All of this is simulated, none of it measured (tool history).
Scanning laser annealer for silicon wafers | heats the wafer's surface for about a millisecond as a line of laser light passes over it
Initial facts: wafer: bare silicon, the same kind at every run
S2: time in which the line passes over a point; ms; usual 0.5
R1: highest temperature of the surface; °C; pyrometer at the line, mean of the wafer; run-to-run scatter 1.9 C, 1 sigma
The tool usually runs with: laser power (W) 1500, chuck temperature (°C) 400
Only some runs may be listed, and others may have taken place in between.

{"run": 1, "day": 0.0, "laser power (W)": 1500, "S2": 0.5, "chuck temperature (°C)": 400, "R1": 1232}
{"run": 2, "day": 1.829, "laser power (W)": 1500, "S2": 0.446, "chuck temperature (°C)": 400, "R1": 1177}
{"run": 3, "day": 3.192, "laser power (W)": 1500, "S2": 0.446, "chuck temperature (°C)": 400, "R1": 1178}
{"run": 4, "day": 4.567, "laser power (W)": 1500, "S2": 0.446, "chuck temperature (°C)": 400, "R1": 1181}
{"run": 5, "day": 5.992, "laser power (W)": 1500, "S2": 0.446, "chuck temperature (°C)": 400, "R1": 1178}
{"run": 6, "day": 7.312, "laser power (W)": 1500, "S2": 0.446, "chuck temperature (°C)": 400, "R1": 1180}
{"run": 7, "day": 8.188, "laser power (W)": 1500, "S2": 0.5, "chuck temperature (°C)": 400, "R1": 1233}
{"run": 8, "day": 9.317, "laser power (W)": 1362, "S2": 0.5, "chuck temperature (°C)": 400, "R1": 1157}
{"run": 9, "day": 11.05, "laser power (W)": 1362, "S2": 0.5, "chuck temperature (°C)": 400, "R1": 1159}
{"run": 10, "day": 12.279, "laser power (W)": 1362, "S2": 0.5, "chuck temperature (°C)": 400, "R1": 1155}
{"run": 11, "day": 14.046, "laser power (W)": 1500, "S2": 0.5, "chuck temperature (°C)": 400, "R1": 1227}
{"run": 12, "day": 16.071, "laser power (W)": 1378, "S2": 0.5, "chuck temperature (°C)": 400, "R1": 1169}
{"run": 13, "day": 16.908, "laser power (W)": 1378, "S2": 0.5, "chuck temperature (°C)": 400, "R1": 1166}
{"run": 14, "day": 18.879, "laser power (W)": 1500, "S2": 0.442, "chuck temperature (°C)": 400, "R1": 1171}
{"run": 15, "day": 19.867, "laser power (W)": 1500, "S2": 0.5, "chuck temperature (°C)": 368, "R1": 1198}
{"run": 16, "day": 21.508, "laser power (W)": 1414, "S2": 0.5, "chuck temperature (°C)": 400, "R1": 1189}
{"run": 17, "day": 22.962, "laser power (W)": 1414, "S2": 0.5, "chuck temperature (°C)": 400, "R1": 1184}
{"run": 18, "day": 24.729, "laser power (W)": 1414, "S2": 0.5, "chuck temperature (°C)": 400, "R1": 1181}
{"run": 19, "day": 26.254, "laser power (W)": 1500, "S2": 0.5, "chuck temperature (°C)": 400, "R1": 1228}
{"run": 20, "day": 28.204, "laser power (W)": 1500, "S2": 0.5, "chuck temperature (°C)": 400, "R1": 1230}
{"run": 21, "day": 29.725, "laser power (W)": 1500, "S2": 0.5, "chuck temperature (°C)": 400, "R1": 1228}
{"run": 22, "day": 30.75, "laser power (W)": 1404, "S2": 0.563, "chuck temperature (°C)": 400, "R1": 1237}
{"run": 23, "day": 32.379, "laser power (W)": 1404, "S2": 0.563, "chuck temperature (°C)": 400, "R1": 1237}
{"run": 24, "day": 33.346, "laser power (W)": 1500, "S2": 0.547, "chuck temperature (°C)": 410, "R1": 1286}
{"run": 25, "day": 34.696, "laser power (W)": 1402, "S2": 0.5, "chuck temperature (°C)": 383, "R1": 1161}
{"run": 26, "day": 35.629, "laser power (W)": 1621, "S2": 0.5, "chuck temperature (°C)": 434, "R1": 1331}
{"run": 27, "day": 37.058, "laser power (W)": 1621, "S2": 0.404, "chuck temperature (°C)": 428, "R1": 1215}
{"day": 37.658, "done": "window over the wafer cleaned"}
{"run": 28, "day": 38.967, "laser power (W)": 1621, "S2": 0.404, "chuck temperature (°C)": 428, "R1": 1223}
{"run": 29, "day": 39.908, "laser power (W)": 1514, "S2": 0.378, "chuck temperature (°C)": 387, "R1": 1102}
{"run": 30, "day": 41.017, "laser power (W)": 1310, "S2": 0.5, "chuck temperature (°C)": 433, "R1": 1159}
{"run": 31, "day": 42.658, "laser power (W)": 1624, "S2": 0.5, "chuck temperature (°C)": 433, "R1": 1333}
{"run": 32, "day": 43.812, "laser power (W)": 1396, "S2": 0.527, "chuck temperature (°C)": 400, "R1": 1199}
{"run": 33, "day": 44.808, "laser power (W)": 1568, "S2": 0.477, "chuck temperature (°C)": 422, "R1": 1264}
{"run": 34, "day": 46.025, "laser power (W)": 1281, "S2": 0.431, "chuck temperature (°C)": 363, "R1": 1018}
{"run": 35, "day": 47.729, "laser power (W)": 1281, "S2": 0.431, "chuck temperature (°C)": 363, "R1": 1016}
{"run": 36, "day": 48.938, "laser power (W)": 1281, "S2": 0.431, "chuck temperature (°C)": 363, "R1": 1016}
{"run": 37, "day": 50.746, "laser power (W)": 1370, "S2": 0.606, "chuck temperature (°C)": 408, "R1": 1261}
{"run": 38, "day": 51.792, "laser power (W)": 1370, "S2": 0.606, "chuck temperature (°C)": 408, "R1": 1256}
{"run": 39, "day": 52.675, "laser power (W)": 1587, "S2": 0.44, "chuck temperature (°C)": 400, "R1": 1215}
{"run": 40, "day": 53.658, "laser power (W)": 1417, "S2": 0.382, "chuck temperature (°C)": 406, "R1": 1077}

Branching from run 40: 5 alternative next runs. What would each branch give?
{"run": "A", "day": 55.479, "laser power (W)": 1537, "S2": 0.365, "chuck temperature (°C)": 429, "R1": "?"}
{"run": "B", "day": 55.479, "laser power (W)": 1417, "S2": 0.382, "chuck temperature (°C)": 402, "R1": "?"}
{"run": "C", "day": 55.479, "laser power (W)": 1417, "S2": 0.54, "chuck temperature (°C)": 425, "R1": "?"}
{"run": "D", "day": 55.479, "laser power (W)": 1383, "S2": 0.609, "chuck temperature (°C)": 416, "R1": "?"}
{"run": "E", "day": 55.479, "laser power (W)": 1619, "S2": 0.407, "chuck temperature (°C)": 406, "R1": "?"}

run=A R1=1136
run=B R1=1071
run=C R1=1244
run=D R1=1276
run=E R1=1198
Without the tool's unlogged condition, the same runs would have read:
run=A R1=1137
run=B R1=1071
run=C R1=1244
run=D R1=1277
run=E R1=1198

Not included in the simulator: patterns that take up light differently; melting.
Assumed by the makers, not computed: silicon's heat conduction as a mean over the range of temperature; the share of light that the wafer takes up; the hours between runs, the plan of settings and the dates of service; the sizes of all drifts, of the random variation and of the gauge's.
